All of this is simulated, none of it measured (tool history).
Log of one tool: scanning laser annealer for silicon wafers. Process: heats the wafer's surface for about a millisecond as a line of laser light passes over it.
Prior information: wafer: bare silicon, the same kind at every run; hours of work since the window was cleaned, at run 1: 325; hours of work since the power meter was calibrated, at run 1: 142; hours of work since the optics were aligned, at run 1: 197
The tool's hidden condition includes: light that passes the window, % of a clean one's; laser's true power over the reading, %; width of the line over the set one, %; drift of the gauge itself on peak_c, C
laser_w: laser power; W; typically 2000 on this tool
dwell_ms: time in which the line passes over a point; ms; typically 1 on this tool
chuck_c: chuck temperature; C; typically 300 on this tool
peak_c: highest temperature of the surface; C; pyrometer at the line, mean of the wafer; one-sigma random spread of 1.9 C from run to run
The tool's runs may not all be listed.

run,hour,laser_w,dwell_ms,chuck_c,hours of work since the window was cleaned,hours of work since the power meter was calibrated,hours of work since the optics were aligned,peak_c
1,0,2000,1,300,325,142,197,1073
2,13.3,2158,1,300,335,151,206,1151
3,31.7,2158,1,300,347,164,219,1150
4,49.1,2158,1,300,359,176,231,1149
5,65.9,2000,1.04,300,371,188,243,1088
6,74.6,2000,1.04,300,377,194,249,1087
7,86.4,2000,1.04,300,385,202,257,1085
# hour 92.6: optics aligned, line set to its width
8,104.5,2000,1.04,300,394,211,8,1076
9,116.1,2000,1.04,300,402,219,16,1080
10,132.6,2177,1.1,273,414,231,28,1157
11,140.6,2000,1.21,317,420,236,33,1146
12,151.3,1939,0.94,316,427,244,41,1029
13,168.9,2000,0.96,336,439,256,53,1084
# hour 179.2: optics aligned, line set to its width, once more
14,183.3,1809,0.73,300,446,263,3,898
15,193.7,1809,0.73,300,453,270,10,899
16,210.1,1770,0.93,292,464,281,21,942
17,228.9,1770,0.93,292,477,294,35,939

Predict each of these 3 candidate next runs independently; none follows another, all start after run 17:
A,242,2175,0.94,286,487,303,44,?
B,242,2014,0.75,292,487,303,44,?
C,242,2088,1.04,305,487,303,44,?

run,peak_c
A,1123
B,978
C,1137
The same runs, with their run-to-run variation unchanged, on a tool lacking any hidden condition would have given:
run,peak_c
A,1151
B,1002
C,1165

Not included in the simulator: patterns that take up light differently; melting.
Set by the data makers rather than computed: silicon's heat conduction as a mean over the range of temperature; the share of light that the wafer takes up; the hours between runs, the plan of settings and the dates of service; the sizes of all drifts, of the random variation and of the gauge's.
